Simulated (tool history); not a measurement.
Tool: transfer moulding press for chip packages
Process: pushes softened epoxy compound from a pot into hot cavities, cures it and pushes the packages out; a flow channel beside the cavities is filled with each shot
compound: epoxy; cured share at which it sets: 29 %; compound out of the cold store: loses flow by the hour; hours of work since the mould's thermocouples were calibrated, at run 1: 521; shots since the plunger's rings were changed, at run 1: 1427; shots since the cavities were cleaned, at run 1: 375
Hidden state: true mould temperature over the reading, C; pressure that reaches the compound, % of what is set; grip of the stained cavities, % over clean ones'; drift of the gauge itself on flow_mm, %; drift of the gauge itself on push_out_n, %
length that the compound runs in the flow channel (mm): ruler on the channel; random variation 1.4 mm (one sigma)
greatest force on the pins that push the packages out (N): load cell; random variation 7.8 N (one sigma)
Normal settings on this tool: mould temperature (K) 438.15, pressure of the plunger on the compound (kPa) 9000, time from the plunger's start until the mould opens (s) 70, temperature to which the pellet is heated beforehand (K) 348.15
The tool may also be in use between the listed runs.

| run | hour | mould temperature (K) | pressure of the plunger on the compound (kPa) | time from the plunger's start until the mould opens (s) | temperature to which the pellet is heated beforehand (K) | hours of work since the mould's thermocouples were calibrated | shots since the plunger's rings were changed | shots since the cavities were cleaned | incoming compound's hours out of the cold store | length that the compound runs in the flow channel (mm) | greatest force on the pins that push the packages out (N) |
|---|---|---|---|---|---|---|---|---|---|---|---|
| 1 | 0 | 438.15 | 9000 | 70 | 348.15 | 521 | 1427 | 375 | 46 | 487 | 512 |
|  | 6.2 | cavities cleaned with cleaning compound and waxed |
| 2 | 23.1 | 438.15 | 9000 | 70 | 348.15 | 531 | 1684 | 202 | 26.8 | 523 | 437 |
|  | 45.2 | cavities cleaned with cleaning compound and waxed |
| 3 | 45.2 | 438.15 | 9000 | 70 | 348.15 | 541 | 1930 | 0 | 41.8 | 491 | 313 |
| 4 | 62 | 438.15 | 9000 | 70 | 348.15 | 549 | 2130 | 200 | 30.6 | 513 | 463 |
|  | 82.8 | cavities cleaned with cleaning compound and waxed |
| 5 | 84.5 | 438.15 | 9000 | 70 | 348.15 | 559 | 2380 | 20 | 33.5 | 506 | 334 |
| 6 | 97.8 | 438.15 | 9000 | 70 | 348.15 | 565 | 2539 | 179 | 36 | 500 | 437 |
|  | 102.4 | plunger's sealing rings changed |
|  | 119.4 | mould's thermocouples calibrated |
|  | 125.1 | cavities cleaned with cleaning compound and waxed |
| 7 | 127.3 | 438.15 | 9000 | 99 | 348.15 | 3 | 255 | 26 | 30.3 | 522 | 301 |
| 8 | 141.5 | 438.15 | 9000 | 70 | 348.15 | 10 | 424 | 195 | 46.4 | 488 | 444 |
|  | 163.4 | cavities cleaned with cleaning compound and waxed |
| 9 | 167.4 | 438.15 | 9000 | 70 | 348.15 | 21 | 714 | 47 | 42 | 496 | 348 |
| 10 | 185.5 | 438.15 | 9000 | 70 | 348.15 | 30 | 930 | 263 | 26.6 | 524 | 456 |
|  | 192.6 | mould's thermocouples calibrated, once more |
|  | 204.1 | cavities cleaned with cleaning compound and waxed |
| 11 | 207.4 | 438.15 | 9000 | 70 | 348.15 | 6 | 1150 | 40 | 13.6 | 551 | 380 |
| 12 | 223.5 | 438.15 | 9000 | 70 | 348.15 | 14 | 1342 | 232 | 9.6 | 562 | 477 |
|  | 241.4 | cavities cleaned with cleaning compound and waxed |
| 13 | 248.9 | 438.15 | 9000 | 70 | 348.15 | 25 | 1627 | 89 | 12.1 | 555 | 416 |
|  | 279.8 | cavities cleaned with cleaning compound and waxed |
| 14 | 279.8 | 438.15 | 9000 | 70 | 348.15 | 39 | 1977 | 0 | 14.7 | 547 | 327 |
| 15 | 306.6 | 439.15 | 9000 | 100 | 341.15 | 52 | 2296 | 319 | 33.8 | 502 | 424 |
|  | 318.8 | cavities cleaned with cleaning compound and waxed |
| 16 | 324.1 | 439.15 | 9000 | 100 | 341.15 | 59 | 2488 | 64 | 10.3 | 550 | 317 |
|  | 332.9 | plunger's sealing rings changed |
| 17 | 347.9 | 436.15 | 9000 | 65 | 348.15 | 69 | 179 | 317 | 26.6 | 537 | 647 |
|  | 358.3 | cavities cleaned with cleaning compound and waxed |
| 18 | 377.5 | 446.15 | 9000 | 107 | 355.15 | 83 | 514 | 229 | 42.3 | 480 | 407 |
| 19 | 393.2 | 431.15 | 9000 | 81 | 341.15 | 90 | 701 | 416 | 15.6 | 568 | 648 |
|  | 397.1 | cavities cleaned with cleaning compound and waxed |
| 20 | 412.2 | 438.15 | 8850 | 70 | 352.15 | 98 | 910 | 181 | 43 | 488 | 447 |
| 21 | 429.5 | 438.15 | 7490 | 88 | 354.15 | 106 | 1116 | 387 | 10.7 | 510 | 457 |
|  | 435.5 | cavities cleaned with cleaning compound and waxed |
| 22 | 445.7 | 443.15 | 7470 | 79 | 354.15 | 113 | 1291 | 122 | 34.6 | 453 | 356 |
| 23 | 459.7 | 436.15 | 8960 | 68 | 354.15 | 120 | 1458 | 289 | 24.5 | 532 | 569 |
|  | 473.5 | cavities cleaned with cleaning compound and waxed |
| 24 | 488.1 | 430.15 | 9680 | 68 | 354.15 | 133 | 1778 | 173 | 46.4 | 516 | 779 |
| 25 | 507.7 | 442.15 | 8510 | 51 | 348.15 | 142 | 2012 | 407 | 24.6 | 502 | 766 |
|  | 510.8 | cavities cleaned with cleaning compound and waxed |
| 26 | 525.3 | 445.15 | 10370 | 56 | 348.15 | 150 | 2204 | 173 | 16.2 | 564 | 455 |
| 27 | 542.3 | 438.15 | 8550 | 80 | 348.15 | 158 | 2407 | 376 | 27.2 | 505 | 448 |

4 options for the next run, each taken on its own from the tool as it stands now. Forecast them:
|  | 549.3 | cavities cleaned with cleaning compound and waxed |
|  | 558.7 | plunger's sealing rings changed |
| A | 573.4 | 438.15 | 10760 | 80 | 356.15 | 170 | 176 | 258 | 14.1 | ? | ? |
|  | 549.3 | cavities cleaned with cleaning compound and waxed |
|  | 558.7 | plunger's sealing rings changed |
| B | 573.4 | 431.15 | 8550 | 80 | 348.15 | 170 | 176 | 258 | 23.1 | ? | ? |
|  | 549.3 | cavities cleaned with cleaning compound and waxed |
|  | 558.7 | plunger's sealing rings changed |
| C | 573.4 | 438.15 | 9000 | 59 | 355.15 | 170 | 176 | 258 | 27.1 | ? | ? |
|  | 549.3 | cavities cleaned with cleaning compound and waxed |
|  | 558.7 | plunger's sealing rings changed |
| D | 573.4 | 438.15 | 9000 | 70 | 352.15 | 170 | 176 | 258 | 12.2 | ? | ? |

| run | length that the compound runs in the flow channel (mm) | greatest force on the pins that push the packages out (N) |
|---|---|---|
| A | 609 | 440 |
| B | 543 | 575 |
| C | 532 | 637 |
| D | 562 | 488 |
Stripped of hidden state, with their random variation kept, the same runs would have yielded:
| run | length that the compound runs in the flow channel (mm) | greatest force on the pins that push the packages out (N) |
|---|---|---|
| A | 613 | 298 |
| B | 547 | 407 |
| C | 535 | 450 |
| D | 566 | 335 |

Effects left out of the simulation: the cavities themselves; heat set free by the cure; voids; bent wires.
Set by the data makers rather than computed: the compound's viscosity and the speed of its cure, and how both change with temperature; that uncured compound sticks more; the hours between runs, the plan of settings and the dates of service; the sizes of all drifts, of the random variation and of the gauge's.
